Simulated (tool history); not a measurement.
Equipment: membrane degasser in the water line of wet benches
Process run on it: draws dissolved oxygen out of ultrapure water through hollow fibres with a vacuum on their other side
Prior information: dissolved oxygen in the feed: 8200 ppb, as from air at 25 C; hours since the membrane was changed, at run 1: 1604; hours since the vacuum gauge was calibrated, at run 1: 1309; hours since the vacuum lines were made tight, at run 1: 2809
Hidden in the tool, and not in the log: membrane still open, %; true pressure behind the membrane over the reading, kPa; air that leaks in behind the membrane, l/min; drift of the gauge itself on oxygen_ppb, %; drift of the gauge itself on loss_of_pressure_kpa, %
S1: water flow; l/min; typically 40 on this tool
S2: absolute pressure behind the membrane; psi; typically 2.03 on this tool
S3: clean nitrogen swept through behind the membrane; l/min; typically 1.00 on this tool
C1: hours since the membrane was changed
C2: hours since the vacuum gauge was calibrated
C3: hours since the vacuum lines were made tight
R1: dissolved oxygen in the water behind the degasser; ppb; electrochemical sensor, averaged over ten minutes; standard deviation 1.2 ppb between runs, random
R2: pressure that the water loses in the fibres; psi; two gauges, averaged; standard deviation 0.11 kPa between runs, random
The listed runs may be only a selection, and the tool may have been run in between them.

| run | day | S1 | S2 | S3 | C1 | C2 | C3 | R1 | R2 |
|---|---|---|---|---|---|---|---|---|---|
| 1 | 0.000 | 40 | 2.03 | 1.00 | 1604 | 1309 | 2809 | 802.0 | 4.070 |
| 2 | 1.838 | 40 | 2.03 | 1.00 | 1648 | 1353 | 2854 | 800.3 | 4.026 |
| 3 | 3.612 | 40 | 2.03 | 1.04 | 1690 | 1396 | 2896 | 779.1 | 4.063 |
| 4 | 5.900 | 40 | 2.03 | 1.04 | 1745 | 1451 | 2951 | 775.9 | 4.047 |
| 5 | 6.938 | 40 | 1.75 | 1.00 | 1770 | 1475 | 2976 | 668.5 | 4.039 |
| 6 | 8.729 | 40 | 1.75 | 1.00 | 1813 | 1519 | 3019 | 670.3 | 4.003 |
| 7 | 9.979 | 40 | 1.75 | 1.00 | 1843 | 1548 | 3049 | 669.6 | 4.016 |
| 8 | 12.221 | 40 | 1.75 | 1.00 | 1897 | 1602 | 3103 | 671.1 | 4.057 |
| 9 | 13.942 | 40 | 4.54 | 1.00 | 1938 | 1644 | 3144 | 1836.9 | 4.033 |
| 10 | 14.883 | 40 | 4.54 | 1.00 | 1961 | 1666 | 3167 | 1835.2 | 4.045 |
| 11 | 15.879 | 30 | 4.54 | 0.55 | 1985 | 1690 | 3191 | 2242.0 | 3.004 |
| 12 | 17.133 | 40 | 2.12 | 1.00 | 2015 | 1720 | 3221 | 840.7 | 4.033 |
| 13 | 18.442 | 56 | 2.03 | 1.00 | 2046 | 1752 | 3252 | 1029.7 | 5.635 |
| 14 | 20.175 | 40 | 4.51 | 0.46 | 2088 | 1793 | 3294 | 2908.9 | 4.044 |
| 15 | 21.850 | 27 | 1.48 | 0.72 | 2128 | 1833 | 3334 | 506.7 | 2.724 |
| 16 | 23.833 | 27 | 1.48 | 0.72 | 2176 | 1881 | 3381 | 505.8 | 2.715 |
| 17 | 25.338 | 56 | 2.03 | 0.41 | 2212 | 1917 | 3417 | 1750.2 | 5.655 |
| 18 | 26.975 | 39 | 2.70 | 1.00 | 2251 | 1956 | 3457 | 1082.3 | 3.968 |
| 19 | 28.404 | 39 | 2.70 | 1.00 | 2285 | 1991 | 3491 | 1082.4 | 3.954 |
| 20 | 30.279 | 39 | 2.70 | 1.00 | 2330 | 2036 | 3536 | 1080.8 | 3.944 |

Below are 4 alternative next runs, each starting from the tool's condition after run 20. Predict each:
| A | 31.838 | 56 | 2.70 | 0.51 | 2368 | 2073 | 3573 | ? | ? |
| B | 31.838 | 40 | 5.00 | 1.00 | 2368 | 2073 | 3573 | ? | ? |
| C | 31.838 | 40 | 2.03 | 1.55 | 2368 | 2073 | 3573 | ? | ? |
| D | 31.838 | 56 | 4.44 | 1.00 | 2368 | 2073 | 3573 | ? | ? |

| run | R1 | R2 |
|---|---|---|
| A | 2095.3 | 5.645 |
| B | 1999.4 | 4.054 |
| C | 569.8 | 4.064 |
| D | 2238.1 | 5.661 |
Stripped of hidden state, with their random variation kept, the same runs would have yielded:
| run | R1 | R2 |
|---|---|---|
| A | 2095.2 | 5.642 |
| B | 1999.3 | 4.052 |
| C | 569.7 | 4.063 |
| D | 2238.0 | 5.658 |
